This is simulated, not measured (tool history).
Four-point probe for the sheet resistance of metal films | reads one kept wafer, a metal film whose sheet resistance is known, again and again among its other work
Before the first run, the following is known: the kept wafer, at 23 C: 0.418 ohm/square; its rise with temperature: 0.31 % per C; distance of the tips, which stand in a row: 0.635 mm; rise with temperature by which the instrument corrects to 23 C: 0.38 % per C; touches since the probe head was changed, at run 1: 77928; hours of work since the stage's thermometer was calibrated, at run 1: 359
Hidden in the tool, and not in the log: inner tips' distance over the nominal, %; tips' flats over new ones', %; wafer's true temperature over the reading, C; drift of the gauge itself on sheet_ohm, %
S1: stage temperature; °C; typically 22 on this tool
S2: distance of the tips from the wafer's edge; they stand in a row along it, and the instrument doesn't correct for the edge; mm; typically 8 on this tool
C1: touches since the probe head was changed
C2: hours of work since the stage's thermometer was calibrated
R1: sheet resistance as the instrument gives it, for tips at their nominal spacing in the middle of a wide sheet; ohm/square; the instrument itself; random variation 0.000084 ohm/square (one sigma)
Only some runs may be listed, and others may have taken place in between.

run,hour,S1,S2,C1,C2,R1
1,0,22,8,77928,359,0.420906
2,22.8,22,10,79267,377,0.420571
3,43.2,22,10,80461,392,0.420496
4,58.6,22,10,81366,404,0.420385
5,71.9,25,8,82146,414,0.420236
6,100.6,25,8,83828,436,0.420243
7,128.7,25,8,85474,458,0.420436
8,157.3,22,8,87154,480,0.421146
9,185.9,32,8,88827,502,0.418523
10,215.2,28,8,90548,524,0.41955
11,233.2,28,8,91604,538,0.419657
12,250.2,22,8,92600,551,0.421172
13,281.9,22,8,94460,576,0.421307
# hour 284.9: stage's thermometer calibrated
14,299.5,22,8,95463,11,0.421181
15,314.2,22,8,96322,23,0.421255
16,339.9,22,13,97829,42,0.42045
17,371.5,22,19,99684,67,0.420295
18,388.7,22,19,100693,80,0.420247
19,408.1,22,9,101830,95,0.421086
20,430.5,22,9,103143,112,0.421118
# hour 445.9: stage's thermometer calibrated, once more
21,456.1,22,9,104614,8,0.421076
22,470.8,22,9,105476,19,0.421099
23,502.6,28,27,107338,44,0.418564
24,529.6,32,19,108923,64,0.417849
25,554,32,19,110354,83,0.417824
26,580.2,28,11,111891,103,0.419393
27,593.8,21,4,112688,114,0.426153
28,607.5,31,6,113491,124,0.420437
29,630.7,31,6,114850,142,0.420358
30,657,31,6,116395,162,0.420461
31,687.5,31,6,118182,186,0.420555
32,703,27,38,119091,198,0.419049
33,721.6,22,11,120184,212,0.42116
34,737.8,22,11,121134,224,0.420973
35,765.4,22,11,122749,246,0.421121

Difference, measured minus no-hidden-state, one row per run. Run-to-run variation is common to both terms; the gauge's own scatter need not be:
run,R1
1,+0.001246
2,+0.001272
3,+0.001295
4,+0.001312
5,+0.00133
6,+0.001363
7,+0.001394
8,+0.001421
9,+0.00145
10,+0.001483
11,+0.001503
12,+0.001525
13,+0.001559
14,+0.001523
15,+0.001541
16,+0.001567
17,+0.001603
18,+0.001622
19,+0.001647
20,+0.001676
21,+0.001763
22,+0.001779
23,+0.00181
24,+0.001839
25,+0.001865
26,+0.001896
27,+0.001933
28,+0.001931
29,+0.001957
30,+0.001988
31,+0.00202
32,+0.002026
33,+0.002053
34,+0.002072
35,+0.002101
